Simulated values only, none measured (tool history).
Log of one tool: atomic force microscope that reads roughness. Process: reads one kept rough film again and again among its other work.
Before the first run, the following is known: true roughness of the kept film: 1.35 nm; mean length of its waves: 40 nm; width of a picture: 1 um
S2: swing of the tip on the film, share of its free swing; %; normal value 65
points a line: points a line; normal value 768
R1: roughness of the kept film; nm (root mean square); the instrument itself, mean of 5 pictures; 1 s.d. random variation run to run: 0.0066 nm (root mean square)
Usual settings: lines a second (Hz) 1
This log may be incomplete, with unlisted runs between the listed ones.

{"run": 1, "hour": 0.0, "lines a second (Hz)": 1, "S2": 65, "points a line": 768, "R1": 1.246}
{"hour": 9.0, "done": "new tip fitted"}
{"run": 2, "hour": 30.3, "lines a second (Hz)": 1, "S2": 65, "points a line": 768, "R1": 1.259}
{"hour": 42.4, "done": "new tip fitted"}
{"run": 3, "hour": 57.5, "lines a second (Hz)": 1, "S2": 65, "points a line": 768, "R1": 1.27}
{"hour": 76.0, "done": "new tip fitted"}
{"run": 4, "hour": 87.1, "lines a second (Hz)": 1, "S2": 63, "points a line": 768, "R1": 1.286}
{"hour": 114.2, "done": "new tip fitted"}
{"run": 5, "hour": 129.5, "lines a second (Hz)": 1, "S2": 63, "points a line": 768, "R1": 1.266}
{"hour": 150.9, "done": "new tip fitted"}
{"run": 6, "hour": 158.3, "lines a second (Hz)": 2.43, "S2": 63, "points a line": 768, "R1": 1.261}
{"hour": 188.3, "done": "new tip fitted"}
{"run": 7, "hour": 214.7, "lines a second (Hz)": 1, "S2": 65, "points a line": 768, "R1": 1.254}
{"hour": 223.2, "done": "new tip fitted"}
{"hour": 260.1, "done": "new tip fitted"}
{"run": 8, "hour": 274.0, "lines a second (Hz)": 1, "S2": 65, "points a line": 768, "R1": 1.272}
{"hour": 294.0, "done": "new tip fitted"}
{"hour": 330.3, "done": "new tip fitted"}
{"run": 9, "hour": 331.6, "lines a second (Hz)": 1, "S2": 65, "points a line": 768, "R1": 1.312}
{"hour": 365.1, "done": "new tip fitted"}
{"run": 10, "hour": 383.9, "lines a second (Hz)": 2.27, "S2": 66, "points a line": 408, "R1": 1.227}
{"hour": 403.7, "done": "new tip fitted"}
{"hour": 438.1, "done": "new tip fitted"}
{"run": 11, "hour": 438.1, "lines a second (Hz)": 2.27, "S2": 68, "points a line": 408, "R1": 1.274}
{"hour": 471.9, "done": "new tip fitted"}
{"run": 12, "hour": 487.0, "lines a second (Hz)": 2.27, "S2": 68, "points a line": 408, "R1": 1.241}
{"hour": 509.6, "done": "new tip fitted"}
{"run": 13, "hour": 519.9, "lines a second (Hz)": 2.98, "S2": 64, "points a line": 442, "R1": 1.251}
{"hour": 544.4, "done": "new tip fitted"}
{"run": 14, "hour": 553.7, "lines a second (Hz)": 1, "S2": 59, "points a line": 768, "R1": 1.298}
{"hour": 582.2, "done": "new tip fitted"}
{"run": 15, "hour": 609.5, "lines a second (Hz)": 0.71, "S2": 58, "points a line": 409, "R1": 1.258}
{"hour": 615.7, "done": "new tip fitted"}
{"hour": 650.5, "done": "new tip fitted"}
{"run": 16, "hour": 661.1, "lines a second (Hz)": 1, "S2": 79, "points a line": 876, "R1": 1.269}

A few steps of R1 between consecutive runs. Split each: what settings, incoming material and random variation would produce without the hidden state, and what is left over for the hidden state, along with gauge scatter present in only one of the two compared results (measured, and without hidden state):
Hidden conditions of the tool in this case: radius of the tip, nm; height scale over the true one, %; drift of the gauge itself on roughness_nm, %.
Run 9 -> 10: lines a second (Hz) 1 -> 2.27, S2 65 -> 66, points a line 768 -> 408, new tip fitted. R1 -0.085 nm (root mean square): hidden state -0.035, all else -0.05.
Run 14 -> 15: lines a second (Hz) 1 -> 0.71, S2 59 -> 58, points a line 768 -> 409, new tip fitted. R1 -0.04 nm (root mean square): hidden state -0.044, all else +0.004.
